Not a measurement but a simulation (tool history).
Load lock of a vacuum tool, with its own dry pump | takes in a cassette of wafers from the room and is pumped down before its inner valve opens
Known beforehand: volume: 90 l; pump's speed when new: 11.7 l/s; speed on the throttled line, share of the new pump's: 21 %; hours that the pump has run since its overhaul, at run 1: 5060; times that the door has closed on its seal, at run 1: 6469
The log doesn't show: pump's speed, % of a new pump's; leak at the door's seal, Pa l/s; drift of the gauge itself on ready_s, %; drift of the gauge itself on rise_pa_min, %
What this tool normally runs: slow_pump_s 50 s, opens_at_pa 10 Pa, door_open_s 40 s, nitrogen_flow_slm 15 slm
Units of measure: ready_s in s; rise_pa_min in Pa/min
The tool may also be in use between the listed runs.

run	hour	slow_pump_s	opens_at_pa	door_open_s	nitrogen_flow_slm	hours that the pump has run since its overhaul	times that the door has closed on its seal	incoming humidity of the room's air, %	ready_s	rise_pa_min
1	0	50	10	40	15	5060	6469	42.6	113.2	0.037
2	326.9	50	10	40	15	5387	6928	42.6	114.4	0.035
3	517	27	10	40	15	5577	7195	45.6	94.4	0.037
4	937.5	27	10	40	15	5998	7786	44.1	94.6	0.037
5	1305.5	27	10	40	15	6366	8303	44.6	95.3	0.037
6	1720.2	27	10	40	15	6781	8885	44.3	97.3	0.043
7	2013.5	50	10	122	15	7074	9297	45.3	114.9	0.06
8	2275.4	50	10	122	15	7336	9665	46	114.9	0.05
9	2556	27	13	40	15	7616	10060	46	94.8	0.05
10	2952.1	27	13	40	15	8013	10616	43.4	95.1	0.046
11	3378.5	50	14	40	20	8439	11215	47.2	112.5	0.044
12	3688.4	29	10	162	5	8749	11650	42	99.5	0.073
13	3951.5	29	10	162	5	9012	12020	47	100.7	0.082
14	4375.3	67	10	125	15	9436	12615	43.8	129.6	0.066

Forecast each of these 3 alternatives for the next run:
A	4637.5	27	10	220	7	9698	12983	43.3	?	?
B	4637.5	68	10	38	5	9698	12983	45.1	?	?
C	4637.5	50	10	92	15	9698	12983	45	?	?

run	ready_s	rise_pa_min
A	99.8	0.08
B	131.1	0.057
C	116.4	0.059
Without the tool's unlogged condition, the same runs would have read:
run	ready_s	rise_pa_min
A	93.9	0.054
B	126	0.031
C	110.8	0.033
